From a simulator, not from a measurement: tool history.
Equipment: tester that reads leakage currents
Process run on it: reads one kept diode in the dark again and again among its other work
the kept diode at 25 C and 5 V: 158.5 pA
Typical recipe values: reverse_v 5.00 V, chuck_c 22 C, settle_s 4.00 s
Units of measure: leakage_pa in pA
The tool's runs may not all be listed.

run 1 day=0.000 | reverse_v=5.00 chuck_c=22 settle_s=4.00 | leakage_pa=122.21
run 2 day=1.054 | reverse_v=5.00 chuck_c=22 settle_s=4.00 | leakage_pa=121.11
run 3 day=2.483 | reverse_v=5.00 chuck_c=22 settle_s=4.00 | leakage_pa=121.31
run 4 day=3.325 | reverse_v=5.00 chuck_c=31 settle_s=4.00 | leakage_pa=237.97
run 5 day=4.817 | reverse_v=5.00 chuck_c=22 settle_s=4.00 | leakage_pa=119.99
run 6 day=5.738 | reverse_v=5.00 chuck_c=22 settle_s=0.49 | leakage_pa=122.20
run 7 day=7.258 | reverse_v=5.00 chuck_c=34 settle_s=0.49 | leakage_pa=296.87
run 8 day=8.417 | reverse_v=5.00 chuck_c=22 settle_s=1.27 | leakage_pa=119.42
run 9 day=9.646 | reverse_v=5.00 chuck_c=22 settle_s=0.57 | leakage_pa=120.11
run 10 day=10.925 | reverse_v=5.00 chuck_c=23 settle_s=4.00 | leakage_pa=127.86
run 11 day=11.808 | reverse_v=5.00 chuck_c=22 settle_s=4.00 | leakage_pa=117.76
run 12 day=12.958 | reverse_v=5.00 chuck_c=22 settle_s=4.00 | leakage_pa=117.51
run 13 day=13.900 | reverse_v=5.00 chuck_c=22 settle_s=4.00 | leakage_pa=116.97
-- day=14.183 chuck's temperature calibrated
run 14 day=14.800 | reverse_v=5.00 chuck_c=22 settle_s=4.00 | leakage_pa=132.52
run 15 day=15.842 | reverse_v=5.00 chuck_c=22 settle_s=4.00 | leakage_pa=131.29
run 16 day=17.175 | reverse_v=5.00 chuck_c=22 settle_s=3.67 | leakage_pa=132.20
run 17 day=18.629 | reverse_v=5.00 chuck_c=22 settle_s=3.67 | leakage_pa=130.77
run 18 day=19.329 | reverse_v=5.00 chuck_c=22 settle_s=3.67 | leakage_pa=130.90
run 19 day=20.871 | reverse_v=5.00 chuck_c=22 settle_s=3.67 | leakage_pa=130.66
run 20 day=21.583 | reverse_v=5.00 chuck_c=22 settle_s=3.67 | leakage_pa=130.33
run 21 day=22.371 | reverse_v=5.00 chuck_c=22 settle_s=3.67 | leakage_pa=129.41
run 22 day=23.258 | reverse_v=5.00 chuck_c=34 settle_s=3.67 | leakage_pa=315.66
run 23 day=24.292 | reverse_v=5.00 chuck_c=33 settle_s=4.00 | leakage_pa=292.92
run 24 day=24.967 | reverse_v=1.84 chuck_c=22 settle_s=5.32 | leakage_pa=82.37
run 25 day=25.817 | reverse_v=5.00 chuck_c=25 settle_s=2.55 | leakage_pa=160.92
run 26 day=26.838 | reverse_v=13.23 chuck_c=24 settle_s=1.43 | leakage_pa=235.35
run 27 day=27.583 | reverse_v=13.23 chuck_c=24 settle_s=5.84 | leakage_pa=234.75
run 28 day=28.812 | reverse_v=10.81 chuck_c=31 settle_s=1.71 | leakage_pa=350.46
run 29 day=29.708 | reverse_v=10.81 chuck_c=31 settle_s=1.71 | leakage_pa=350.99
run 30 day=30.700 | reverse_v=1.24 chuck_c=47 settle_s=0.43 | leakage_pa=425.56
run 31 day=31.608 | reverse_v=1.24 chuck_c=47 settle_s=0.43 | leakage_pa=424.48
run 32 day=32.904 | reverse_v=6.66 chuck_c=22 settle_s=1.36 | leakage_pa=144.47
run 33 day=33.808 | reverse_v=5.00 chuck_c=22 settle_s=1.58 | leakage_pa=125.58
run 34 day=34.975 | reverse_v=5.00 chuck_c=22 settle_s=4.38 | leakage_pa=125.48
run 35 day=35.679 | reverse_v=6.70 chuck_c=48 settle_s=0.43 | leakage_pa=922.95
run 36 day=36.342 | reverse_v=6.70 chuck_c=48 settle_s=0.43 | leakage_pa=922.17
run 37 day=37.338 | reverse_v=5.00 chuck_c=49 settle_s=4.00 | leakage_pa=868.12
run 38 day=38.488 | reverse_v=15.13 chuck_c=45 settle_s=4.00 | leakage_pa=1061.19
run 39 day=40.008 | reverse_v=15.13 chuck_c=45 settle_s=4.00 | leakage_pa=1058.90

Branching from run 39: 4 alternative next runs. What would each branch give?
run A day=40.704 | reverse_v=10.70 chuck_c=57 settle_s=4.00 | leakage_pa=?
run B day=40.704 | reverse_v=15.13 chuck_c=24 settle_s=4.00 | leakage_pa=?
run C day=40.704 | reverse_v=2.30 chuck_c=20 settle_s=5.49 | leakage_pa=?
run D day=40.704 | reverse_v=5.00 chuck_c=23 settle_s=4.16 | leakage_pa=?

run=A leakage_pa=2002.92
run=B leakage_pa=240.56
run=C leakage_pa=74.38
run=D leakage_pa=133.37
Had the tool no hidden state, the same runs would have come out as:
run=A leakage_pa=2115.63
run=B leakage_pa=234.30
run=C leakage_pa=76.66
run=D leakage_pa=135.72

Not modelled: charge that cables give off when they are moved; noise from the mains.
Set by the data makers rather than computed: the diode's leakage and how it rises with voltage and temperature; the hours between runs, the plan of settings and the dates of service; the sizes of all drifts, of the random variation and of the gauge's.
